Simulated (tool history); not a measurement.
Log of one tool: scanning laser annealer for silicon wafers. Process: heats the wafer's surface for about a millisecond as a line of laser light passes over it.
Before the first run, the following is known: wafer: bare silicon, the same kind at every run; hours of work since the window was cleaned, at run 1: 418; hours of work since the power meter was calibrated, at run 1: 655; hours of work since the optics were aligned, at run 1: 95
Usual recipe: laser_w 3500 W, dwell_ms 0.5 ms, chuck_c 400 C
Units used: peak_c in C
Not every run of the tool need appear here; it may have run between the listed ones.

run,hour,laser_w,dwell_ms,chuck_c,hours of work since the window was cleaned,hours of work since the power meter was calibrated,hours of work since the optics were aligned,peak_c
1,0,3500,0.5,400,418,655,95,1175
2,37.3,3500,0.5,400,436,673,113,1173
3,80.6,3500,0.5,400,456,694,133,1171
4,141.5,3500,0.5,400,486,723,162,1167
5,197,3500,0.389,400,512,749,189,1082
# hour 204.3: window over the wafer cleaned
6,243.3,3500,0.389,400,19,770,210,1068
7,282.9,3849,0.397,393,38,789,229,1150
8,331.3,3849,0.397,393,61,812,252,1145
9,383.1,3459,0.5,405,85,837,277,1140
10,443.8,3628,0.378,404,114,866,306,1087

Hidden state or all else? Some run-to-run changes of peak_c, split into what the settings, what came in and random variation would give without the hidden state, and what is left for the hidden state (with any gauge scatter that isn't in both results):
What the log doesn't record here: light that passes the window, % of a clean one's; laser's true power over the reading, %; width of the line over the set one, %; drift of the gauge itself on peak_c, C.
Run 4 -> 5: dwell_ms 0.5 -> 0.389. peak_c -85 C: hidden state +2, all else -87.
Run 5 -> 6: window over the wafer cleaned. peak_c -14 C: hidden state -10, all else -4.
